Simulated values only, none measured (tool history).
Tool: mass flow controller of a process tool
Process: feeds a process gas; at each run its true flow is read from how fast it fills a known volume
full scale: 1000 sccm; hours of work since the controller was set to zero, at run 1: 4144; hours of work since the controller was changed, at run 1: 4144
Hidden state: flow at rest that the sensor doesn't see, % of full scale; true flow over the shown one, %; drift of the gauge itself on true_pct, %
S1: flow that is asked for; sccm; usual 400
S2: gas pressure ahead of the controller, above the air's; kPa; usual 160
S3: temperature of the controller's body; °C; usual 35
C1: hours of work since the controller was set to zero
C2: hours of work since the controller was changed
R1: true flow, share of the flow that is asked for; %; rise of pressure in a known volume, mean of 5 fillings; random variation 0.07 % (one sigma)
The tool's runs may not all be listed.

run,day,S1,S2,S3,C1,C2,R1
1,0.000,400,160,35,4144,4144,97.09
# day 1.488: controller's zero set anew
2,4.725,400,160,35,58,4229,100.61
3,8.962,400,160,35,134,4305,100.70
4,14.275,400,160,35,230,4400,100.60
5,16.908,400,160,35,277,4448,100.54
6,19.275,400,160,35,319,4490,100.58
7,23.646,400,160,35,398,4569,100.63
8,27.304,400,160,35,464,4634,100.41
9,32.483,400,160,29,557,4727,100.71
10,36.821,400,160,35,635,4805,100.45
11,40.938,400,160,35,709,4879,100.46
12,46.479,400,263,35,808,4979,99.73
13,50.525,400,263,35,881,5051,99.64
14,55.696,202,251,35,974,5144,98.61
15,61.462,238,165,35,1077,5248,99.41
16,64.600,266,206,35,1134,5304,99.17
17,69.679,404,226,23,1225,5396,100.56
18,74.125,294,226,31,1305,5475,99.44
19,78.967,294,226,31,1392,5562,99.40
20,81.975,201,172,31,1446,5616,98.74
21,85.625,201,188,37,1511,5682,98.40
22,91.038,274,141,21,1608,5779,100.28
23,95.138,274,141,21,1682,5853,100.11
24,98.958,320,228,32,1751,5921,99.23
25,102.200,320,228,28,1809,5980,99.50

3 ways to go on from here, each from the tool as it stands after run 25. What would each give?
A,105.479,320,249,28,1868,6039,?
B,105.479,236,160,35,1868,6039,?
C,105.479,259,227,20,1868,6039,?

run,R1
A,99.20
B,98.60
C,99.43
Without the tool's hidden state the same runs would have given:
run,R1
A,98.61
B,98.73
C,99.31
